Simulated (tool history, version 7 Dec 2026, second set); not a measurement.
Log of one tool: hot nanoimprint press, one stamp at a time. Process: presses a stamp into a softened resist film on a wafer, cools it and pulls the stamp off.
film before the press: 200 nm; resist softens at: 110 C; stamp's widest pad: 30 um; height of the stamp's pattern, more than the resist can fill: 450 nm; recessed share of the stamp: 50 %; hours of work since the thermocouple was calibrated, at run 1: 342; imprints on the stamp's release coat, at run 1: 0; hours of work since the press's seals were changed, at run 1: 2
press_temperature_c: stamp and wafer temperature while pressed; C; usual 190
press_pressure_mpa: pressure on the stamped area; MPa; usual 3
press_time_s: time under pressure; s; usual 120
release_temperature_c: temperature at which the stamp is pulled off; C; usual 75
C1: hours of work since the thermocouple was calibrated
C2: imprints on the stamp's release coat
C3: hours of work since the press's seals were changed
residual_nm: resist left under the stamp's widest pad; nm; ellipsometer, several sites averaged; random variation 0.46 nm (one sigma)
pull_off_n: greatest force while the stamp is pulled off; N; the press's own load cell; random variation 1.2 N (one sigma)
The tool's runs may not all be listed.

Run 1, day 0: usual settings; C1 342; C2 0; C3 2. Result: residual_nm 78.8 nm, pull_off_n 94 N.
Run 2, day 2.767: usual settings; C1 382; C2 235; C3 42. Result: residual_nm 77.8 nm, pull_off_n 97 N.
Run 3, day 4.933: usual settings; C1 413; C2 419; C3 74. Result: residual_nm 77.5 nm, pull_off_n 97 N.
At day 5.671: plate thermocouple calibrated.
Run 4, day 6.825: usual settings but release_temperature_c 63 C; C1 17; C2 569; C3 99. Result: residual_nm 75.8 nm, pull_off_n 123 N.
Run 5, day 9.412: usual settings but press_temperature_c 186 C; C1 54; C2 789; C3 137. Result: residual_nm 89.4 nm, pull_off_n 98 N.
At day 12.192: stamp cleaned and given a new release coat.
Run 6, day 13.079: usual settings but release_temperature_c 65 C; C1 104; C2 76; C3 186. Result: residual_nm 75.3 nm, pull_off_n 113 N.
Run 7, day 15.933: usual settings but release_temperature_c 65 C; C1 145; C2 318; C3 227. Result: residual_nm 75.3 nm, pull_off_n 118 N.
Run 8, day 18.612: usual settings but release_temperature_c 70 C; C1 184; C2 545; C3 266. Result: residual_nm 75.5 nm, pull_off_n 109 N.
Run 9, day 20.05: usual settings; C1 205; C2 667; C3 287. Result: residual_nm 75.1 nm, pull_off_n 98 N.
Run 10, day 23.342: usual settings; C1 252; C2 947; C3 335. Result: residual_nm 74.1 nm, pull_off_n 100 N.
At day 23.65: plate thermocouple calibrated, once more.
At day 24.55: stamp cleaned and given a new release coat.
Run 11, day 26.675: usual settings; C1 40; C2 180; C3 378. Result: residual_nm 82.1 nm, pull_off_n 97 N.
Run 12, day 28.121: usual settings but release_temperature_c 82 C; C1 61; C2 303; C3 399. Result: residual_nm 81.1 nm, pull_off_n 84 N.
Run 13, day 29.796: usual settings but release_temperature_c 66 C; C1 85; C2 445; C3 423. Result: residual_nm 81.8 nm, pull_off_n 119 N.
Run 14, day 32.262: usual settings but release_temperature_c 66 C; C1 121; C2 655; C3 459. Result: residual_nm 81.5 nm, pull_off_n 121 N.
Run 15, day 35.154: usual settings but press_temperature_c 187 C; C1 163; C2 900; C3 501. Result: residual_nm 90.5 nm, pull_off_n 102 N.
At day 36.683: stamp cleaned and given a new release coat.
Run 16, day 37.9: usual settings but press_temperature_c 187 C; C1 199; C2 103; C3 537. Result: residual_nm 90.3 nm, pull_off_n 95 N.
Run 17, day 41.25: usual settings but press_temperature_c 187 C; C1 248; C2 388; C3 585. Result: residual_nm 90.6 nm, pull_off_n 97 N.
Run 18, day 43.817: usual settings but press_temperature_c 202 C, press_time_s 116 s; C1 285; C2 606; C3 622. Result: residual_nm 51.7 nm, pull_off_n 100 N.
Run 19, day 45.454: usual settings but press_temperature_c 202 C, press_time_s 116 s; C1 309; C2 744; C3 646. Result: residual_nm 51.1 nm, pull_off_n 99 N.
Run 20, day 47.5: usual settings but press_temperature_c 202 C, press_time_s 116 s; C1 338; C2 918; C3 676. Result: residual_nm 51.8 nm, pull_off_n 100 N.
At day 48.758: stamp cleaned and given a new release coat.
Run 21, day 49.971: usual settings but press_temperature_c 202 C, press_time_s 116 s; C1 370; C2 103; C3 708. Result: residual_nm 50.9 nm, pull_off_n 95 N.
Run 22, day 51.95: usual settings but press_temperature_c 198 C, release_temperature_c 62 C; C1 399; C2 271; C3 737. Result: residual_nm 58.5 nm, pull_off_n 124 N.
At day 53.604: plate thermocouple calibrated.
Run 23, day 54.662: usual settings but press_time_s 100 s, release_temperature_c 64 C; C1 15; C2 491; C3 774. Result: residual_nm 88 nm, pull_off_n 123 N.
Run 24, day 56.846: usual settings but press_pressure_mpa 3.2 MPa, press_time_s 232 s; C1 47; C2 676; C3 806. Result: residual_nm 62.5 nm, pull_off_n 100 N.
Run 25, day 59.471: usual settings but press_time_s 135 s; C1 85; C2 899; C3 844. Result: residual_nm 80.2 nm, pull_off_n 105 N.
At day 60.971: stamp cleaned and given a new release coat.
Run 26, day 62.046: usual settings but press_time_s 135 s; C1 119; C2 92; C3 877. Result: residual_nm 78.9 nm, pull_off_n 98 N.
Run 27, day 64.492: usual settings but press_temperature_c 202 C, press_time_s 221 s; C1 154; C2 299; C3 913. Result: residual_nm 40.1 nm, pull_off_n 97 N.
Run 28, day 66.562: usual settings but press_pressure_mpa 4.13 MPa, release_temperature_c 82 C; C1 184; C2 475; C3 943. Result: residual_nm 70.6 nm, pull_off_n 85 N.
Run 29, day 69.771: usual settings but press_temperature_c 195 C, press_pressure_mpa 2.38 MPa, press_time_s 65 s, release_temperature_c 65 C; C1 231; C2 747; C3 989. Result: residual_nm 95.1 nm, pull_off_n 122 N.

3 ways to go on from here, each from the tool as it stands after run 29. What would each give?
Run A, day 71.729: usual settings but press_pressure_mpa 2.29 MPa, press_time_s 191 s; C1 259; C2 914; C3 1018. Result: residual_nm ?, pull_off_n ?.
Run B, day 71.729: usual settings but press_temperature_c 196 C, release_temperature_c 65 C; C1 259; C2 914; C3 1018. Result: residual_nm ?, pull_off_n ?.
Run C, day 71.729: usual settings but press_pressure_mpa 4.66 MPa, release_temperature_c 73 C; C1 259; C2 914; C3 1018. Result: residual_nm ?, pull_off_n ?.

run  residual_nm  pull_off_n
  A         76.9         102
  B         65.3         125
  C         67.4         107
Without the tool's hidden state the same runs would have given:
run  residual_nm  pull_off_n
  A         76.5          96
  B         64.1         118
  C         64.5         101

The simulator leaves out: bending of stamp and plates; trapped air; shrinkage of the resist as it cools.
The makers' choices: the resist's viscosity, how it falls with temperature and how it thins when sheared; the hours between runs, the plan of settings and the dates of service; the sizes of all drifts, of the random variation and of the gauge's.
